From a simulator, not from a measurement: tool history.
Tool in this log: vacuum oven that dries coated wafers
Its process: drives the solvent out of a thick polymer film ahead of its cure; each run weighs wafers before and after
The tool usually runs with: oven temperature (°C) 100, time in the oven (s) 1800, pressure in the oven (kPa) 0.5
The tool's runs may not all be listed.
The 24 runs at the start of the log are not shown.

Run 25, hour 227.1: usual settings but oven temperature (°C) 98, time in the oven (s) 2700, pressure in the oven (kPa) 0.623. Result: solvent left in the film (%) 0.91.
Run 26, hour 234.6: usual settings but oven temperature (°C) 107, time in the oven (s) 1260, pressure in the oven (kPa) 0.623. Result: solvent left in the film (%) 0.99.
Run 27, hour 247.5: usual settings but oven temperature (°C) 107, time in the oven (s) 1260, pressure in the oven (kPa) 0.623. Result: solvent left in the film (%) 0.85.
Run 28, hour 260.4: usual settings but time in the oven (s) 2940, pressure in the oven (kPa) 0.606. Result: solvent left in the film (%) 0.68.
Run 29, hour 266.5: usual settings but time in the oven (s) 2940, pressure in the oven (kPa) 0.606. Result: solvent left in the film (%) 0.64.
Run 30, hour 278.9: usual settings but time in the oven (s) 2940, pressure in the oven (kPa) 0.606. Result: solvent left in the film (%) 0.63.
Run 31, hour 290.6: usual settings but oven temperature (°C) 97, time in the oven (s) 960, pressure in the oven (kPa) 0.96. Result: solvent left in the film (%) 3.92.
Run 32, hour 302.7: usual settings but pressure in the oven (kPa) 0.997. Result: solvent left in the film (%) 1.44.
Run 33, hour 311: usual settings but pressure in the oven (kPa) 0.997. Result: solvent left in the film (%) 1.66.
Run 34, hour 324.1: usual settings but oven temperature (°C) 114, time in the oven (s) 1140. Result: solvent left in the film (%) 0.42.
Run 35, hour 332.5: usual settings but oven temperature (°C) 96, time in the oven (s) 1140, pressure in the oven (kPa) 0.251. Result: solvent left in the film (%) 2.98.
Run 36, hour 338: usual settings but oven temperature (°C) 96, time in the oven (s) 1140, pressure in the oven (kPa) 0.251. Result: solvent left in the film (%) 2.95.
Run 37, hour 345.9: usual settings but time in the oven (s) 1740, pressure in the oven (kPa) 0.269. Result: solvent left in the film (%) 1.05.
Run 38, hour 356.5: usual settings but time in the oven (s) 1740, pressure in the oven (kPa) 0.269. Result: solvent left in the film (%) 1.06.
Run 39, hour 362.1: usual settings but time in the oven (s) 1740, pressure in the oven (kPa) 0.269. Result: solvent left in the film (%) 0.95.

3 ways to go on from here, each from the tool as it stands after run 39. What would each give?
Run A, hour 373.7: usual settings but time in the oven (s) 1020, pressure in the oven (kPa) 1.486. Result: solvent left in the film (%) ?.
Run B, hour 373.7: usual settings but oven temperature (°C) 90, time in the oven (s) 1740, pressure in the oven (kPa) 0.269. Result: solvent left in the film (%) ?.
Run C, hour 373.7: usual settings but oven temperature (°C) 101, time in the oven (s) 1740, pressure in the oven (kPa) 1.018. Result: solvent left in the film (%) ?.

run  solvent left in the film (%)
  A                          3.37
  B                          2.95
  C                           1.4
The same runs, with their run-to-run variation unchanged, on a tool lacking any hidden condition would have given:
run  solvent left in the film (%)
  A                          3.05
  B                          2.58
  C                          1.19

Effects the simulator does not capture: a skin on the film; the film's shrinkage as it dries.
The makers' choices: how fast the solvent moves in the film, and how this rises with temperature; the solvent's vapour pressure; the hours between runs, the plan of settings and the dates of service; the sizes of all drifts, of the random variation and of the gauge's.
